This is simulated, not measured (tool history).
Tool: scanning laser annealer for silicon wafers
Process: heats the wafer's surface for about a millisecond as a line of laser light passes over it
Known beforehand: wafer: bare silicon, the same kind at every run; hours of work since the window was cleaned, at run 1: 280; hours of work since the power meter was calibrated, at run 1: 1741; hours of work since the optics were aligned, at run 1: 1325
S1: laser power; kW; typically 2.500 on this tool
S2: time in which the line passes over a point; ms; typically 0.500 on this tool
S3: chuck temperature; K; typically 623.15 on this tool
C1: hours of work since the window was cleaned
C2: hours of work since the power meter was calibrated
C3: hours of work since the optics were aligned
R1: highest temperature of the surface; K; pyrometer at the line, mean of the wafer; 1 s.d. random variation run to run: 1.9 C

run	day	S1	S2	S3	C1	C2	C3	R1
1	0.000	2.500	0.500	623.15	280	1741	1325	1404.15
2	2.217	2.500	0.500	623.15	319	1779	1363	1402.15
3	4.083	2.500	0.500	623.15	351	1811	1396	1405.15
4	6.346	2.500	0.500	623.15	390	1850	1435	1403.15
5	9.783	2.500	0.500	623.15	449	1910	1494	1404.15
6	12.812	2.500	0.500	623.15	502	1962	1546	1400.15
7	15.538	2.500	0.420	623.15	549	2009	1594	1339.15
8	17.533	2.500	0.420	623.15	583	2044	1628	1339.15
# day 19.725: optics aligned, line set to its width
9	19.725	2.500	0.420	623.15	617	2078	0	1340.15
10	23.575	2.500	0.420	623.15	684	2144	67	1338.15
11	27.208	2.730	0.358	623.15	747	2207	129	1353.15
12	31.325	2.407	0.427	653.15	818	2278	200	1348.15
# day 33.458: window over the wafer cleaned
13	33.992	2.462	0.462	623.15	9	2323	245	1361.15
14	36.150	2.602	0.500	645.15	47	2360	282	1461.15
15	39.304	2.602	0.380	641.15	101	2414	337	1354.15
16	42.354	2.500	0.411	637.15	154	2467	389	1345.15

Alternative continuations, all from the tool just after run 16; predict every row:
A	46.362	2.192	0.409	634.15	223	2536	458	?
B	46.362	2.187	0.455	604.15	223	2536	458	?
C	46.362	2.509	0.596	653.15	223	2536	458	?
D	46.362	2.130	0.424	616.15	223	2536	458	?
E	46.362	2.391	0.500	613.15	223	2536	458	?

run	R1
A	1247.15
B	1252.15
C	1508.15
D	1223.15
E	1357.15
With no hidden state in the tool, these same runs would have given:
run	R1
A	1247.15
B	1252.15
C	1509.15
D	1223.15
E	1358.15
